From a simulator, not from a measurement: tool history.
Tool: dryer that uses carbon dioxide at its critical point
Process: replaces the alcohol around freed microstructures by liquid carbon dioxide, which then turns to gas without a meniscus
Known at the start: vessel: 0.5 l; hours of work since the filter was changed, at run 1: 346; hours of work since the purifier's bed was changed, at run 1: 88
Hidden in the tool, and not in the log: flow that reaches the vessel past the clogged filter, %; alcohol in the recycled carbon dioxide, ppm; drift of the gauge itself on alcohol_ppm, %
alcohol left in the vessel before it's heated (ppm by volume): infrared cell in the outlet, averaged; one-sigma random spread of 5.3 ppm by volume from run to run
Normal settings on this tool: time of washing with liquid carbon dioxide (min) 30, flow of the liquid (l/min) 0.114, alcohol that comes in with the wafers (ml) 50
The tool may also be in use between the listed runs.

| run | hour | time of washing with liquid carbon dioxide (min) | flow of the liquid (l/min) | alcohol that comes in with the wafers (ml) | hours of work since the filter was changed | hours of work since the purifier's bed was changed | alcohol left in the vessel before it's heated (ppm by volume) |
|---|---|---|---|---|---|---|---|
| 1 | 0 | 30 | 0.114 | 50 | 346 | 88 | 225 |
| 2 | 14.5 | 30 | 0.114 | 50 | 352 | 94 | 225 |
| 3 | 23.7 | 30 | 0.114 | 50 | 355 | 98 | 221 |
| 4 | 33.6 | 30 | 0.101 | 50 | 359 | 102 | 444 |
| 5 | 45.2 | 30 | 0.101 | 104 | 364 | 106 | 934 |
| 6 | 61.4 | 30 | 0.114 | 50 | 370 | 113 | 223 |
| 7 | 70.6 | 30 | 0.114 | 50 | 374 | 116 | 227 |
| 8 | 87.7 | 30 | 0.114 | 50 | 381 | 123 | 236 |
| 9 | 101.5 | 30 | 0.114 | 27 | 386 | 129 | 131 |
| 10 | 116.7 | 47 | 0.077 | 50 | 392 | 135 | 175 |
| 11 | 128.7 | 45 | 0.077 | 31 | 397 | 140 | 138 |
| 12 | 149.5 | 45 | 0.077 | 31 | 406 | 148 | 148 |
| 13 | 159 | 45 | 0.077 | 31 | 409 | 152 | 157 |

Forecast each of these 4 alternatives for the next run:
| A | 169.9 | 45 | 0.106 | 47 | 414 | 156 | ? |
| B | 169.9 | 35 | 0.092 | 60 | 414 | 156 | ? |
| C | 169.9 | 34 | 0.114 | 50 | 414 | 156 | ? |
| D | 169.9 | 45 | 0.084 | 31 | 414 | 156 | ? |

| run | alcohol left in the vessel before it's heated (ppm by volume) |
|---|---|
| A | 29 |
| B | 423 |
| C | 117 |
| D | 99 |
Take away the tool's hidden state, keep each run's random variation, and the runs would have read:
| run | alcohol left in the vessel before it's heated (ppm by volume) |
|---|---|
| A | 9 |
| B | 217 |
| C | 54 |
| D | 50 |

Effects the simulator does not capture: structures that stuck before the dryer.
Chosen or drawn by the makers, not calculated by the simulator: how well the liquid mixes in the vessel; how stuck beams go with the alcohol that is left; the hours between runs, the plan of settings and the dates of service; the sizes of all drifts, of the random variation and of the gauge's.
